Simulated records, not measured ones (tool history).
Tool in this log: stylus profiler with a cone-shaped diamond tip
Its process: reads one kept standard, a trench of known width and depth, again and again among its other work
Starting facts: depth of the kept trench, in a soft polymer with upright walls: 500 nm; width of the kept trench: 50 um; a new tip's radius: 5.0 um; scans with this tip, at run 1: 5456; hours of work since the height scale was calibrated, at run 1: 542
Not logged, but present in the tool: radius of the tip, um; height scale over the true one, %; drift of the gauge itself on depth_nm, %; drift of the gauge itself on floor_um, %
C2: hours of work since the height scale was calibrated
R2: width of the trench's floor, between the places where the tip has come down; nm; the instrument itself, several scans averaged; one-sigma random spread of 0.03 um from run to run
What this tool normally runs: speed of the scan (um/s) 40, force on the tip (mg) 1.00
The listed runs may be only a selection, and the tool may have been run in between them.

{"run": 1, "day": 0.0, "speed of the scan (um/s)": 40, "force on the tip (mg)": 1.0, "scans with this tip": 5456, "C2": 542, "depth of the trench (nm)": 502.55, "R2": 43530}
{"run": 2, "day": 0.933, "speed of the scan (um/s)": 21, "force on the tip (mg)": 1.0, "scans with this tip": 5608, "C2": 557, "depth of the trench (nm)": 502.3, "R2": 43570}
{"run": 3, "day": 1.621, "speed of the scan (um/s)": 21, "force on the tip (mg)": 1.0, "scans with this tip": 5719, "C2": 569, "depth of the trench (nm)": 502.4, "R2": 43520}
{"run": 4, "day": 2.088, "speed of the scan (um/s)": 21, "force on the tip (mg)": 1.0, "scans with this tip": 5795, "C2": 576, "depth of the trench (nm)": 502.62, "R2": 43540}
{"run": 5, "day": 2.846, "speed of the scan (um/s)": 40, "force on the tip (mg)": 0.38, "scans with this tip": 5918, "C2": 588, "depth of the trench (nm)": 500.74, "R2": 43140}
{"run": 6, "day": 3.642, "speed of the scan (um/s)": 40, "force on the tip (mg)": 0.38, "scans with this tip": 6047, "C2": 601, "depth of the trench (nm)": 500.39, "R2": 43110}
{"run": 7, "day": 4.171, "speed of the scan (um/s)": 99, "force on the tip (mg)": 0.38, "scans with this tip": 6133, "C2": 610, "depth of the trench (nm)": 500.71, "R2": 42410}
{"run": 8, "day": 4.879, "speed of the scan (um/s)": 123, "force on the tip (mg)": 0.73, "scans with this tip": 6248, "C2": 621, "depth of the trench (nm)": 501.73, "R2": 42550}
{"run": 9, "day": 5.746, "speed of the scan (um/s)": 27, "force on the tip (mg)": 1.16, "scans with this tip": 6389, "C2": 635, "depth of the trench (nm)": 502.51, "R2": 43310}
{"run": 10, "day": 6.633, "speed of the scan (um/s)": 21, "force on the tip (mg)": 1.76, "scans with this tip": 6533, "C2": 649, "depth of the trench (nm)": 503.95, "R2": 43350}
{"run": 11, "day": 7.225, "speed of the scan (um/s)": 21, "force on the tip (mg)": 1.76, "scans with this tip": 6629, "C2": 659, "depth of the trench (nm)": 503.99, "R2": 43310}
{"run": 12, "day": 8.188, "speed of the scan (um/s)": 46, "force on the tip (mg)": 2.42, "scans with this tip": 6785, "C2": 675, "depth of the trench (nm)": 505.37, "R2": 43160}
{"run": 13, "day": 8.621, "speed of the scan (um/s)": 40, "force on the tip (mg)": 2.84, "scans with this tip": 6856, "C2": 682, "depth of the trench (nm)": 505.96, "R2": 43210}
{"run": 14, "day": 9.4, "speed of the scan (um/s)": 40, "force on the tip (mg)": 2.84, "scans with this tip": 6982, "C2": 694, "depth of the trench (nm)": 506.04, "R2": 43190}

Selected run-to-run steps in depth of the trench (nm), each split into two signed amounts: the part the tool would show with no hidden state at all (from settings, incoming material and random variation), and the remainder, which goes to the hidden state together with any gauge scatter not common to the measured and the hidden-state-free results:
Run 4 -> 5: speed of the scan (um/s) 21 -> 40, force on the tip (mg) 1.00 -> 0.38. depth of the trench (nm) -1.88: hidden state -0.03, all else -1.85.
Run 7 -> 8: speed of the scan (um/s) 99 -> 123, force on the tip (mg) 0.38 -> 0.73. depth of the trench (nm) +1.02: hidden state -0.04, all else +1.06.
